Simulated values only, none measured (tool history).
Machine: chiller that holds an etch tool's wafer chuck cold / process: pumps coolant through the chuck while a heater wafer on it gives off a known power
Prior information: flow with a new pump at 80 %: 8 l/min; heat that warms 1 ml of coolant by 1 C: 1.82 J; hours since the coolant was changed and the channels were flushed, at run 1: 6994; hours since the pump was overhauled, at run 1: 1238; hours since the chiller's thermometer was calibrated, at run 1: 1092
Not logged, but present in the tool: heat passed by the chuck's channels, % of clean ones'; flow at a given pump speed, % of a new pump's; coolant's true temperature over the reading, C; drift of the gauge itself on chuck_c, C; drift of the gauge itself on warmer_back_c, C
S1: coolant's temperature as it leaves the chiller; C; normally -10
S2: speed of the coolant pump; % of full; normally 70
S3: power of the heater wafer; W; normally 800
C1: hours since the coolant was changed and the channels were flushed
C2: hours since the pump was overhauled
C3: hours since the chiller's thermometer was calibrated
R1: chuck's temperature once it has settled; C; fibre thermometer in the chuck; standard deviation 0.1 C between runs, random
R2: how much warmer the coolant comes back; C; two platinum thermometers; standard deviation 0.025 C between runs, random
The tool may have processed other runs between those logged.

Run 1, day 0: usual settings; C1 6994; C2 1238; C3 1092. Result: R1 -2.1 C, R2 3.78 C.
Run 2, day 0.983: usual settings but S2 64 % of full; C1 7017; C2 1262; C3 1115. Result: R1 -1.5 C, R2 4.11 C.
Run 3, day 1.638: usual settings but S2 64 % of full; C1 7033; C2 1277; C3 1131. Result: R1 -1.5 C, R2 4.1 C.
Run 4, day 2.912: usual settings but S2 77 % of full; C1 7063; C2 1308; C3 1161. Result: R1 -2.7 C, R2 3.38 C.
At day 3.862: coolant changed, channels flushed.
Run 5, day 4.4: usual settings but S1 -5 C; C1 13; C2 1338; C3 1191. Result: R1 2.9 C, R2 3.75 C.
Run 6, day 5.654: usual settings; C1 43; C2 1368; C3 1221. Result: R1 -2.2 C, R2 3.7 C.
Run 7, day 6.883: usual settings; C1 72; C2 1397; C3 1251. Result: R1 -2 C, R2 3.69 C.
Run 8, day 7.921: usual settings but S3 837 W; C1 97; C2 1422; C3 1276. Result: R1 -1.8 C, R2 3.82 C.
Run 9, day 9.125: usual settings but S3 837 W; C1 126; C2 1451; C3 1304. Result: R1 -1.8 C, R2 3.84 C.
Run 10, day 9.946: usual settings but S3 837 W; C1 146; C2 1471; C3 1324. Result: R1 -1.8 C, R2 3.79 C.
Run 11, day 10.775: usual settings but S3 837 W; C1 166; C2 1491; C3 1344. Result: R1 -1.7 C, R2 3.82 C.
Run 12, day 12.021: usual settings; C1 196; C2 1521; C3 1374. Result: R1 -2.3 C, R2 3.64 C.
Run 13, day 13.05: usual settings; C1 220; C2 1545; C3 1399. Result: R1 -2 C, R2 3.64 C.
Run 14, day 13.854: usual settings; C1 240; C2 1565; C3 1418. Result: R1 -2.3 C, R2 3.64 C.
Run 15, day 14.767: usual settings; C1 262; C2 1586; C3 1440. Result: R1 -2.1 C, R2 3.64 C.
Run 16, day 15.908: usual settings; C1 289; C2 1614; C3 1467. Result: R1 -2.3 C, R2 3.6 C.
Run 17, day 16.625: usual settings but S2 87 % of full; C1 306; C2 1631; C3 1484. Result: R1 -3.5 C, R2 2.86 C.
Run 18, day 17.558: usual settings but S2 87 % of full; C1 329; C2 1653; C3 1507. Result: R1 -3.7 C, R2 2.85 C.
Run 19, day 18.796: usual settings but S1 0 C; C1 358; C2 1683; C3 1537. Result: R1 7.9 C, R2 3.58 C.
Run 20, day 19.842: usual settings but S1 0 C; C1 383; C2 1708; C3 1562. Result: R1 8 C, R2 3.57 C.
Run 21, day 20.442: usual settings but S1 0 C; C1 398; C2 1723; C3 1576. Result: R1 7.8 C, R2 3.54 C.
Run 22, day 21.442: usual settings but S1 -11 C, S2 69 % of full, S3 878 W; C1 422; C2 1747; C3 1600. Result: R1 -2.3 C, R2 3.94 C.
Run 23, day 22.45: usual settings but S1 -11 C, S2 69 % of full, S3 878 W; C1 446; C2 1771; C3 1624. Result: R1 -2.2 C, R2 3.93 C.
Run 24, day 23.288: usual settings but S1 -11 C, S2 69 % of full, S3 878 W; C1 466; C2 1791; C3 1644. Result: R1 -2.3 C, R2 3.92 C.
Run 25, day 24.654: usual settings but S1 -8 C, S2 63 % of full, S3 512 W; C1 499; C2 1824; C3 1677. Result: R1 -2.6 C, R2 2.44 C.
Run 26, day 26.021: usual settings but S1 -7 C, S2 82 % of full, S3 512 W; C1 532; C2 1857; C3 1710. Result: R1 -2.8 C, R2 1.74 C.
Run 27, day 27.121: usual settings but S1 -5 C, S2 85 % of full; C1 558; C2 1883; C3 1736. Result: R1 1.6 C, R2 2.83 C.
Run 28, day 27.988: usual settings but S1 -6 C, S3 752 W; C1 579; C2 1904; C3 1757. Result: R1 1.4 C, R2 3.21 C.
Run 29, day 28.942: usual settings but S1 -9 C, S2 61 % of full, S3 567 W; C1 602; C2 1927; C3 1780. Result: R1 -2.6 C, R2 2.76 C.
Run 30, day 30.167: usual settings but S1 -9 C, S2 61 % of full, S3 567 W; C1 631; C2 1956; C3 1809. Result: R1 -2.8 C, R2 2.74 C.
At day 30.471: gauge calibrated.
Run 31, day 31.542: usual settings but S1 -9 C, S2 75 % of full, S3 721 W; C1 664; C2 1989; C3 1843. Result: R1 -2.5 C, R2 3.16 C.
Run 32, day 32.379: usual settings but S1 -9 C, S2 75 % of full, S3 721 W; C1 684; C2 2009; C3 1863. Result: R1 -2.2 C, R2 3.14 C.
Run 33, day 33.092: usual settings but S1 -16 C, S2 60 % of full, S3 662 W; C1 702; C2 2026; C3 1880. Result: R1 -8.4 C, R2 3.6 C.

3 options for the next run, each taken on its own from the tool as it stands now. Forecast them:
Run A, day 33.942: usual settings but S1 -17 C, S2 88 % of full, S3 838 W; C1 722; C2 2047; C3 1900. Result: R1 ?, R2 ?.
Run B, day 33.942: usual settings but S1 -16 C, S2 88 % of full; C1 722; C2 2047; C3 1900. Result: R1 ?, R2 ?.
Run C, day 33.942: usual settings but S1 -16 C, S2 60 % of full, S3 727 W; C1 722; C2 2047; C3 1900. Result: R1 ?, R2 ?.

run     R1    R2
  A  -10.2  3.12
  B   -9.7  2.94
  C   -7.9  3.96
Stripped of hidden state, with their random variation kept, the same runs would have yielded:
run     R1    R2
  A  -10.2  3.15
  B   -9.7  2.97
  C   -7.9  3.99
